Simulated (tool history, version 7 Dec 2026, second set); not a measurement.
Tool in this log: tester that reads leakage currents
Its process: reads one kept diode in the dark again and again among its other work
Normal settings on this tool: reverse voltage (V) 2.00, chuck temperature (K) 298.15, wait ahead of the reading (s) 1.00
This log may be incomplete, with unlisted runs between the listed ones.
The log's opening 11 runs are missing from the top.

run	hour	reverse voltage (V)	chuck temperature (K)	wait ahead of the reading (s)	hours of work since the probe card was cleaned	hours of work since the tester was calibrated	hours of work since the chuck was calibrated	current that the tester gives (pA)
12	250.6	2.00	298.15	0.69	1192	313	177	88.58
13	271.5	2.00	298.15	1.00	1208	329	193	88.67
14	291.1	11.95	298.15	1.00	1223	344	209	163.45
15	308.8	11.95	298.15	1.00	1236	357	222	163.37
16	322.0	11.95	298.15	1.00	1247	368	232	163.98
17	341.3	11.95	298.15	1.00	1261	383	247	163.17
18	354.4	11.95	298.15	1.00	1272	393	257	163.12
19	373.8	3.53	298.15	1.00	1287	408	272	106.53
20	392.3	8.69	298.15	1.00	1301	422	287	145.20
21	417.1	8.69	298.15	1.00	1320	441	306	145.20
22	434.6	17.57	304.15	1.00	1333	454	319	323.31
23	460.5	2.00	295.15	3.22	1353	474	339	65.19
24	479.8	3.18	301.15	0.54	1368	489	354	136.62
25	506.6	3.18	301.15	0.54	1389	510	375	136.64
26	520.7	3.18	301.15	0.54	1400	521	386	136.68
27	549.0	3.18	301.15	1.79	1422	543	407	134.92
28	575.0	5.54	332.15	7.06	1442	563	427	2371.91
29	600.8	2.00	329.15	1.32	1462	583	447	1345.58
30	620.1	2.00	329.15	1.32	1476	598	462	1343.70
31	637.2	2.00	298.15	0.73	1490	611	475	86.74
32	649.5	2.00	298.15	0.73	1499	620	485	86.89

Predict the results of run 33:
33	669.2	9.89	306.15	0.73	1514	635	500	?

current that the tester gives (pA): 314.85
With no hidden state in the tool, this same run would have given current that the tester gives (pA) 325.91.
